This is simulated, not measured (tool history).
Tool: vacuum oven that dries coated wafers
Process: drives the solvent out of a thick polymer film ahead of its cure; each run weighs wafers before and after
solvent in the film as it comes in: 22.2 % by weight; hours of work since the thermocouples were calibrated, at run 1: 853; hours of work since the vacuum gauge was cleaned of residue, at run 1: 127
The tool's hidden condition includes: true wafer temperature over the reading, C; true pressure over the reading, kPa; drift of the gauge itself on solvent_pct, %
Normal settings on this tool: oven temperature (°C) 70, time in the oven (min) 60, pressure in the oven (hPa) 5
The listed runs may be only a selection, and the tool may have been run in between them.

run	hour	oven temperature (°C)	time in the oven (min)	pressure in the oven (hPa)	hours of work since the thermocouples were calibrated	hours of work since the vacuum gauge was cleaned of residue	solvent left in the film (%)
1	0	70	60	5	853	127	3.205
2	18.1	70	60	5	861	135	3.196
3	27.6	70	60	5	866	139	3.201
4	44.8	70	60	5	873	147	3.199
5	60	70	60	5	880	154	3.204
6	72.7	70	60	5	886	159	3.204
7	86.1	70	65	5	892	165	2.769
8	97.4	70	60	5	897	170	3.19
9	115.8	70	60	5	905	179	3.194
10	125.4	70	60	5	910	183	3.19
11	144.9	70	60	5	918	192	3.191
12	160	70	60	5	925	198	3.195
13	175.4	70	60	5	932	205	3.182
14	185	55	60	5	936	210	7.93
15	201.9	55	60	5	944	217	7.93
16	216.3	55	60	5	950	224	7.923
17	228.6	70	60	5	956	229	3.188
18	239.1	70	60	12.64	961	234	3.542
19	256.4	68	60	5	968	242	3.714
20	272.4	68	60	5	976	249	3.724
21	286.2	68	60	5	982	255	3.721
22	302.3	68	60	5	989	262	3.724
23	315.1	70	60	5	995	268	3.196
24	334.9	70	60	5	1004	277	3.162
25	350.8	70	60	5	1011	284	3.178
26	363.5	70	33	4.83	1016	290	6.841
27	375	66	34	15	1022	295	8.309
28	384	83	60	5	1026	299	0.847
29	402.4	65	54	4.3	1034	307	5.229
30	411.6	65	54	4.3	1038	311	5.204
31	422.2	70	85	5	1043	316	1.632
32	437.6	74	85	17.69	1050	323	1.577
33	450.5	71	60	10.09	1056	329	3.147
34	464.2	69	81	4.88	1062	335	2
35	474.7	61	81	4.9	1066	340	4.031
36	493.6	69	49	13.12	1075	348	4.955
37	504.9	69	49	13.12	1080	353	4.966
38	513	70	39	7.14	1084	357	5.825
39	531.3	55	64	12.57	1092	365	7.989
40	551	69	37	3.97	1101	374	6.358
41	564.6	80	40	9.08	1107	380	2.973
# hour 570.8: oven's thermocouples calibrated
42	577.9	80	40	9.08	3	385	3.222
43	591.5	76	71	5	9	391	1.443
44	602	76	40	5	14	396	4.133
45	618	76	40	5	21	403	4.133
46	637.1	77	55	2.5	30	412	2.148
47	651.6	57	67	10.23	36	418	7.232

Below are 3 alternative next runs, each starting from the tool's condition after run 47. Predict each:
A	660.4	84	78	5	40	422	?
B	660.4	68	66	13.23	40	422	?
C	660.4	70	60	5.45	40	422	?

run	solvent left in the film (%)
A	0.432
B	3.899
C	3.484
The same runs, with their run-to-run variation unchanged, on a tool lacking any hidden condition would have given:
run	solvent left in the film (%)
A	0.385
B	3.72
C	3.317
